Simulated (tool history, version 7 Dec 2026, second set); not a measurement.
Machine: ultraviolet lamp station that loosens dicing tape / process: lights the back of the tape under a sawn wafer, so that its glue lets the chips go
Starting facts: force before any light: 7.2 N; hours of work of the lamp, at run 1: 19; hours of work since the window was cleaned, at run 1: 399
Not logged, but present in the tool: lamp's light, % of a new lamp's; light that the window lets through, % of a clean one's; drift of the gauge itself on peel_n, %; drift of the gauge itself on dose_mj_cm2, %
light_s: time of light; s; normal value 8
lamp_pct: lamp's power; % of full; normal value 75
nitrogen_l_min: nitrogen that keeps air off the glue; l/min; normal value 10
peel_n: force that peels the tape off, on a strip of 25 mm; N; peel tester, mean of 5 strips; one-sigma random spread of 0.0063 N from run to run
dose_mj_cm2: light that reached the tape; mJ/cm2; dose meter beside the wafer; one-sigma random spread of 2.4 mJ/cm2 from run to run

run,day,light_s,lamp_pct,nitrogen_l_min,hours of work of the lamp,hours of work since the window was cleaned,peel_n,dose_mj_cm2
1,0,8,75,10,19,399,0.227,230
2,0.412,8,75,10,24,404,0.228,231
3,0.846,8,75,10,30,410,0.222,233
4,1.104,8,75,10,33,413,0.235,234
5,1.571,8,80,10,39,419,0.197,248
6,2.054,8,80,10,45,425,0.2,252
7,2.404,8,75,10,50,430,0.23,230
8,2.825,8,75,10,55,435,0.231,230
9,3.229,8,90,10,61,441,0.154,273
10,3.558,8,90,10,65,445,0.159,276
11,3.912,8,90,10,70,450,0.152,270
12,4.442,8,75,10,76,456,0.251,230
13,4.696,8,75,10,80,460,0.236,229
14,5.217,8,75,10,87,467,0.241,228
# day 5.267: window cleaned of glue's vapour
15,5.496,8,75,10,90,3,0.265,215
16,5.908,8,75,10,95,8,0.281,216
17,6.454,8,75,7,102,15,0.38,214
18,6.708,8,75,10,106,19,0.277,212
# day 7.112: window cleaned of glue's vapour, once more
19,7.179,8,88,10,112,1,0.146,286
20,7.429,8,88,10,115,4,0.153,285
21,7.712,8,88,10,118,8,0.148,279
22,8.217,8,88,10,125,14,0.153,286
23,8.462,8,79,4,128,18,0.433,251
24,8.975,8,79,10,135,24,0.188,250
25,9.325,7,99,10,139,29,0.157,283
26,9.838,4,96,10,146,35,0.624,150
27,10.35,4,73,17,153,42,0.829,115
28,10.696,10,84,12,157,47,0.103,338
29,11.212,16,84,11,164,53,0.089,530
30,11.504,16,84,11,168,57,0.095,529
31,11.95,8,75,5,174,63,0.422,234
32,12.329,8,75,5,179,68,0.42,235
33,12.671,12,75,18,183,72,0.096,354
34,13.012,14,62,6,188,77,0.153,338
35,13.233,8,62,10,190,80,0.356,192
36,13.5,15,65,10,194,83,0.1,380
37,13.925,5,65,10,199,89,0.916,127
38,14.267,8,78,10,204,93,0.213,240
39,14.65,8,78,10,209,98,0.205,245
40,14.879,8,89,9,212,101,0.176,277
41,15.138,15,89,9,215,105,0.098,512
42,15.45,8,94,10,219,109,0.137,290
43,15.871,6,94,8,225,114,0.319,212

Here are 3 independent what-if runs from the current tool condition. What would each one return?
A,16.179,8,78,4,229,118,?,?
B,16.179,6,94,16,229,118,?,?
C,16.179,5,96,5,229,118,?,?

run,peel_n,dose_mj_cm2
A,0.479,242
B,0.193,216
C,0.727,183
Without the tool's hidden state the same runs would have given:
run,peel_n,dose_mj_cm2
A,0.392,264
B,0.162,235
C,0.606,200

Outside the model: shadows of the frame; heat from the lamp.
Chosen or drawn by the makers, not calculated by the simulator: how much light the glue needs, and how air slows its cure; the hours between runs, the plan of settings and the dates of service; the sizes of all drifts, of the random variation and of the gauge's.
